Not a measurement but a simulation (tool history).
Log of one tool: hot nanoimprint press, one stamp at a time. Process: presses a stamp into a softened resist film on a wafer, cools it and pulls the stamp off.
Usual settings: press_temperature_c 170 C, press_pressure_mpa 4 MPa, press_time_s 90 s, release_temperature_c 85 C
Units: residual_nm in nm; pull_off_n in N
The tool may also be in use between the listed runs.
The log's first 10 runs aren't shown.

run,hour,press_temperature_c,press_pressure_mpa,press_time_s,release_temperature_c,hours of work since the thermocouple was calibrated,imprints on the stamp's release coat,hours of work since the press's seals were changed,residual_nm,pull_off_n
11,209.8,169,4,90,78,133,430,940,97.6,108
12,227,169,4,90,78,146,472,953,95.7,110
13,244.4,170,4,90,84,159,514,966,89.7,108
14,271.1,170,4,90,84,179,579,985,90.6,103
# hour 286.8: press's hydraulic seals changed and the load cell set to zero
15,292.7,170,4,90,84,189,613,4,89.1,104
16,305.3,178,4,121,84,198,643,14,50.6,105
17,331.4,180,2.9,121,84,217,707,33,54.9,108
18,346.3,166,6.04,112,72,228,743,44,82.3,120
19,362.5,163,4,146,84,240,783,56,109.3,109
20,376.2,162,5.17,146,70,250,816,66,101.1,126
21,398.7,162,5.17,146,72,267,871,83,101.3,125
22,425.8,162,5.7,63,82,287,938,103,133,114
23,442.8,162,5.7,63,82,299,979,115,133.2,116
24,457,162,3.06,99,84,310,1014,126,144.1,114
25,485.6,170,4,90,85,331,1083,147,87.6,113
26,515.6,173,4.97,178,79,353,1157,169,48.8,123
27,536.8,170,6.33,90,89,369,1208,184,68.8,107
28,549.6,170,6.33,90,89,378,1239,194,68.6,114
29,577.7,167,4.44,49,78,399,1308,215,120.6,125
30,591,167,4.44,49,78,409,1340,224,121.1,126

3 ways to go on from here, each from the tool as it stands after run 30. What would each give?
A,606.7,180,4.44,49,78,420,1379,236,?,?
B,606.7,172,3,90,81,420,1379,236,?,?
C,606.7,178,4,90,85,420,1379,236,?,?

run,residual_nm,pull_off_n
A,61.3,136
B,88.7,119
C,56.1,120
Without the tool's hidden state the same runs would have given:
run,residual_nm,pull_off_n
A,65.8,107
B,95.6,92
C,60.4,94
